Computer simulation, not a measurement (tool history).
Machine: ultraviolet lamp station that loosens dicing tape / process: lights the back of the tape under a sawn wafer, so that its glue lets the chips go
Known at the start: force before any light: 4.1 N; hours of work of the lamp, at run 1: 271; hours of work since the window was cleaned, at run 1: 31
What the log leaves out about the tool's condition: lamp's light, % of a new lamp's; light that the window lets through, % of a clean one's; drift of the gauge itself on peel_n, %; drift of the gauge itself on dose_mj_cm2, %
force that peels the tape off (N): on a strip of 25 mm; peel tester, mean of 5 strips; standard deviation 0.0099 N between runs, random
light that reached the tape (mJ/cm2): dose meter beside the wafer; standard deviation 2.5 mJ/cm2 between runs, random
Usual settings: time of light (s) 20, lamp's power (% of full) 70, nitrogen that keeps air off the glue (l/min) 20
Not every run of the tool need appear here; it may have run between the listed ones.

run	hour	time of light (s)	lamp's power (% of full)	nitrogen that keeps air off the glue (l/min)	hours of work of the lamp	hours of work since the window was cleaned	force that peels the tape off (N)	light that reached the tape (mJ/cm2)
1	0	20	70	20	271	31	0.514	255
2	5.1	20	70	20	275	34	0.554	252
3	16	20	70	20	282	42	0.544	250
4	23.5	20	70	25	287	47	0.527	249
5	28.8	20	70	23	291	51	0.522	255
6	38	20	70	23	297	57	0.523	248
7	47	20	93	20	304	63	0.376	330
# hour 48.2: window cleaned of glue's vapour
8	55	35	93	20	309	5	0.273	569
9	61.1	35	93	20	313	9	0.253	569
10	70.2	20	70	20	319	15	0.582	240
# hour 75.2: window cleaned of glue's vapour, once more
11	81.6	22	70	34	327	4	0.437	268
12	90	25	70	28	333	10	0.39	313
13	100.7	25	70	28	340	18	0.386	306
14	107.7	25	70	28	345	22	0.393	305
15	119.3	25	70	28	353	31	0.381	305
16	127.7	11	70	19	359	36	1.285	132
17	136.7	29	70	23	365	43	0.352	348
18	145.9	30	79	30	372	49	0.283	405
19	154.9	30	79	30	378	55	0.281	404

Forecast each of these 3 alternatives for the next run:
A	162.6	11	88	15	383	61	?	?
B	162.6	14	66	30	383	61	?	?
C	162.6	30	76	36	383	61	?	?

run	force that peels the tape off (N)	light that reached the tape (mJ/cm2)
A	1.059	166
B	0.932	156
C	0.293	383
The same runs, with their run-to-run variation unchanged, on a tool lacking any hidden condition would have given:
run	force that peels the tape off (N)	light that reached the tape (mJ/cm2)
A	0.774	212
B	0.669	200
C	0.258	491
